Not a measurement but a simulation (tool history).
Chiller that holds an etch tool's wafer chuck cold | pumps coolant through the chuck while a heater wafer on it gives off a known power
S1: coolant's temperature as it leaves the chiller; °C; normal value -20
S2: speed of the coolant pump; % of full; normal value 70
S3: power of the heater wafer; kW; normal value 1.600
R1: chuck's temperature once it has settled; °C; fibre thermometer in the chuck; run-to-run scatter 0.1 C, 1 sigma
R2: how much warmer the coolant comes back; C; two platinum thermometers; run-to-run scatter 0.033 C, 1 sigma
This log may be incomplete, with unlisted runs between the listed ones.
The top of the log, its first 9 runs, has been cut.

run,day,S1,S2,S3,R1,R2
10,35.817,-20,70,1.600,-0.6,4.52
11,38.617,-20,70,1.600,-0.6,4.52
12,43.396,-20,70,1.600,-0.6,4.57
13,48.088,-22,70,1.600,-2.3,4.60
14,52.008,-20,95,1.600,-5.3,3.31
15,55.750,-20,70,1.325,-3.7,3.81
16,57.946,-20,70,1.600,-0.3,4.52
17,61.750,-20,70,1.600,-0.3,4.50
18,66.004,-22,94,1.954,-3.5,4.06
19,69.025,-20,94,1.954,-1.4,4.03
20,74.038,-19,94,0.804,-11.3,1.63
21,76.492,-10,61,1.857,16.5,6.15
22,80.788,-23,69,1.506,-4.1,4.41
23,84.246,-23,69,1.506,-3.7,4.35

Forecast run 24:
24,88.750,-23,69,1.506,?,?

R1: -3.8 °C
R2: 4.40 C
With the hidden condition absent and the run-to-run variation left alone, this run would have shown R1 -5.4 °C, R2 4.23 C.
